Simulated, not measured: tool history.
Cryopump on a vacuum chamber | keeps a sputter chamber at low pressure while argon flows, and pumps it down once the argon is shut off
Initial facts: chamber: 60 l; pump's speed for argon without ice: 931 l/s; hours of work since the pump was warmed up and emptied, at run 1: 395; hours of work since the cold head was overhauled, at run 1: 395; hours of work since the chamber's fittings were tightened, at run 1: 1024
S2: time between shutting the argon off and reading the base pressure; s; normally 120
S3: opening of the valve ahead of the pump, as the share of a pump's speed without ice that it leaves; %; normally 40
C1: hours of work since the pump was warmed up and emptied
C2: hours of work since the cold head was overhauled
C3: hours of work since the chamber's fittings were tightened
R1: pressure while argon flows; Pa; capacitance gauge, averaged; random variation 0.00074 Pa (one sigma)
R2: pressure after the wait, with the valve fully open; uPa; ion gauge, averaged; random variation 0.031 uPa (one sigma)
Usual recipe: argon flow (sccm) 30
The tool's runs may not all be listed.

{"run": 1, "hour": 0.0, "argon flow (sccm)": 30, "S2": 120, "S3": 40, "C1": 395, "C2": 395, "C3": 1024, "R1": 0.16, "R2": 3.7}
{"run": 2, "hour": 24.6, "argon flow (sccm)": 30, "S2": 252, "S3": 40, "C1": 415, "C2": 415, "C3": 1044, "R1": 0.1617, "R2": 3.21}
{"run": 3, "hour": 56.1, "argon flow (sccm)": 30, "S2": 252, "S3": 26, "C1": 441, "C2": 441, "C3": 1070, "R1": 0.2377, "R2": 3.3}
{"run": 4, "hour": 75.6, "argon flow (sccm)": 30, "S2": 252, "S3": 26, "C1": 457, "C2": 457, "C3": 1086, "R1": 0.2399, "R2": 3.34}
{"hour": 115.6, "done": "pump warmed up, emptied and cooled again"}
{"run": 5, "hour": 118.8, "argon flow (sccm)": 30, "S2": 120, "S3": 40, "C1": 3, "C2": 488, "C3": 1117, "R1": 0.1372, "R2": 3.16}
{"run": 6, "hour": 136.1, "argon flow (sccm)": 30, "S2": 120, "S3": 40, "C1": 17, "C2": 502, "C3": 1131, "R1": 0.1385, "R2": 3.19}
{"run": 7, "hour": 161.8, "argon flow (sccm)": 30, "S2": 120, "S3": 18, "C1": 38, "C2": 523, "C3": 1152, "R1": 0.3033, "R2": 3.17}
{"run": 8, "hour": 201.7, "argon flow (sccm)": 30, "S2": 120, "S3": 18, "C1": 70, "C2": 555, "C3": 1184, "R1": 0.3063, "R2": 3.34}
{"run": 9, "hour": 227.3, "argon flow (sccm)": 20, "S2": 120, "S3": 18, "C1": 91, "C2": 576, "C3": 1205, "R1": 0.2052, "R2": 3.46}
{"run": 10, "hour": 264.5, "argon flow (sccm)": 30, "S2": 57, "S3": 40, "C1": 121, "C2": 606, "C3": 1236, "R1": 0.143, "R2": 4.77}
{"run": 11, "hour": 289.1, "argon flow (sccm)": 50, "S2": 120, "S3": 40, "C1": 141, "C2": 626, "C3": 1256, "R1": 0.2381, "R2": 3.57}
{"run": 12, "hour": 320.7, "argon flow (sccm)": 50, "S2": 120, "S3": 40, "C1": 167, "C2": 652, "C3": 1281, "R1": 0.2412, "R2": 3.55}
{"run": 13, "hour": 357.5, "argon flow (sccm)": 50, "S2": 120, "S3": 40, "C1": 197, "C2": 682, "C3": 1311, "R1": 0.2431, "R2": 3.78}
{"run": 14, "hour": 375.1, "argon flow (sccm)": 50, "S2": 120, "S3": 40, "C1": 211, "C2": 696, "C3": 1326, "R1": 0.2463, "R2": 3.83}
{"run": 15, "hour": 414.8, "argon flow (sccm)": 50, "S2": 120, "S3": 40, "C1": 244, "C2": 729, "C3": 1358, "R1": 0.2484, "R2": 3.94}
{"run": 16, "hour": 444.7, "argon flow (sccm)": 50, "S2": 120, "S3": 40, "C1": 268, "C2": 753, "C3": 1382, "R1": 0.2495, "R2": 4.13}
{"run": 17, "hour": 477.0, "argon flow (sccm)": 50, "S2": 120, "S3": 40, "C1": 294, "C2": 779, "C3": 1409, "R1": 0.2524, "R2": 4.06}
{"run": 18, "hour": 495.4, "argon flow (sccm)": 34, "S2": 72, "S3": 19, "C1": 309, "C2": 794, "C3": 1424, "R1": 0.3457, "R2": 5.06}
{"run": 19, "hour": 531.5, "argon flow (sccm)": 34, "S2": 72, "S3": 19, "C1": 339, "C2": 824, "C3": 1453, "R1": 0.3476, "R2": 5.14}
{"run": 20, "hour": 557.7, "argon flow (sccm)": 34, "S2": 72, "S3": 19, "C1": 360, "C2": 845, "C3": 1474, "R1": 0.3477, "R2": 5.39}
{"run": 21, "hour": 591.1, "argon flow (sccm)": 22, "S2": 49, "S3": 40, "C1": 387, "C2": 872, "C3": 1501, "R1": 0.1168, "R2": 6.28}
{"run": 22, "hour": 622.3, "argon flow (sccm)": 18, "S2": 120, "S3": 31, "C1": 413, "C2": 898, "C3": 1527, "R1": 0.1206, "R2": 4.73}
{"run": 23, "hour": 654.9, "argon flow (sccm)": 14, "S2": 65, "S3": 26, "C1": 439, "C2": 924, "C3": 1553, "R1": 0.1108, "R2": 6.01}
{"run": 24, "hour": 684.6, "argon flow (sccm)": 14, "S2": 65, "S3": 26, "C1": 463, "C2": 948, "C3": 1578, "R1": 0.1115, "R2": 6.04}
{"hour": 717.3, "done": "pump warmed up, emptied and cooled again"}
{"run": 25, "hour": 726.7, "argon flow (sccm)": 20, "S2": 33, "S3": 56, "C1": 8, "C2": 979, "C3": 1608, "R1": 0.0655, "R2": 7.24}
{"run": 26, "hour": 765.8, "argon flow (sccm)": 13, "S2": 120, "S3": 40, "C1": 40, "C2": 1010, "C3": 1640, "R1": 0.0599, "R2": 3.89}
{"run": 27, "hour": 800.7, "argon flow (sccm)": 35, "S2": 166, "S3": 17, "C1": 68, "C2": 1039, "C3": 1668, "R1": 0.3768, "R2": 3.67}
{"run": 28, "hour": 823.5, "argon flow (sccm)": 30, "S2": 133, "S3": 40, "C1": 86, "C2": 1057, "C3": 1687, "R1": 0.1412, "R2": 4.06}
{"run": 29, "hour": 859.5, "argon flow (sccm)": 30, "S2": 133, "S3": 40, "C1": 116, "C2": 1087, "C3": 1716, "R1": 0.1438, "R2": 4.16}
{"run": 30, "hour": 901.7, "argon flow (sccm)": 30, "S2": 133, "S3": 40, "C1": 150, "C2": 1121, "C3": 1750, "R1": 0.1442, "R2": 4.32}
{"run": 31, "hour": 935.9, "argon flow (sccm)": 14, "S2": 120, "S3": 51, "C1": 178, "C2": 1149, "C3": 1778, "R1": 0.0534, "R2": 4.42}
{"run": 32, "hour": 962.6, "argon flow (sccm)": 14, "S2": 120, "S3": 51, "C1": 200, "C2": 1171, "C3": 1800, "R1": 0.0551, "R2": 4.67}
{"run": 33, "hour": 984.3, "argon flow (sccm)": 19, "S2": 89, "S3": 34, "C1": 217, "C2": 1188, "C3": 1818, "R1": 0.1089, "R2": 5.02}

How the hidden state differs across the entries between the runs, from the last listed run before each to the first after it:
In the gap between runs 4 and 5: pump warmed up, emptied and cooled again (hour 115.6)
  pump's speed, % of a pump's without ice: 65.1 -> 99.7; cold plate's temperature, K: 12.39 -> 12.4; leak into the chamber, uPa l/s: 1706 -> 1749
  measured value less the no-hidden-state value, R1: +0.0299 -> +0.0006 Pa; R2: +2.46 -> +1.60 uPa
In the gap between runs 24 and 25: pump warmed up, emptied and cooled again (hour 717.3)
  pump's speed, % of a pump's without ice: 65.7 -> 98.2; cold plate's temperature, K: 12.68 -> 12.69; leak into the chamber, uPa l/s: 2342 -> 2377
  measured value less the no-hidden-state value, R1: +0.0138 -> +0.0012 Pa; R2: +3.52 -> +2.36 uPa
